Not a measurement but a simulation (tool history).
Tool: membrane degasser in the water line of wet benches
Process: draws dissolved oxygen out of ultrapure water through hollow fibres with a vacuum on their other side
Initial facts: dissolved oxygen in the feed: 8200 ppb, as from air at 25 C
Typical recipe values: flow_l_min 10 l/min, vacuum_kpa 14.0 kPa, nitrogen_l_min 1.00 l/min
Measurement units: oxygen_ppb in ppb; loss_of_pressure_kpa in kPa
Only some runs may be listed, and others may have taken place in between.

run	hour	flow_l_min	vacuum_kpa	nitrogen_l_min	oxygen_ppb	loss_of_pressure_kpa
1	0.0	10	14.0	1.00	265.0	50.54
2	29.0	10	14.0	1.00	264.8	51.00
3	62.7	10	14.0	1.00	264.8	50.45
4	93.5	10	14.0	1.00	265.5	50.75
5	134.7	10	14.0	1.00	266.8	50.88
6	174.4	10	14.0	1.00	264.6	50.69
7	195.9	10	14.0	1.00	263.0	50.47
8	235.2	10	14.0	1.00	266.1	50.51
# hour 239.4: vacuum gauge calibrated
9	273.0	10	14.0	1.00	267.6	50.62
10	313.3	10	14.0	1.00	267.4	50.28
11	346.5	10	14.0	1.00	262.6	50.51
12	383.7	10	17.9	1.00	354.4	50.62
13	404.6	10	17.9	1.00	358.6	50.59
14	437.1	9	29.8	1.00	570.6	45.48
15	469.7	13	17.3	0.52	729.0	65.70
# hour 507.8: vacuum gauge calibrated, once more
16	507.8	15	13.5	0.60	544.8	76.22
17	531.9	15	19.3	0.60	813.4	75.94

Expected results for the next run?
18	558.5	8	9.0	2.44	?	?

{"run 18": {"oxygen_ppb": 51.4, "loss_of_pressure_kpa": 40.61}}
Were there no unlogged condition in the tool, this run, its random variation unchanged, would have produced oxygen_ppb 47.6 ppb, loss_of_pressure_kpa 40.13 kPa.
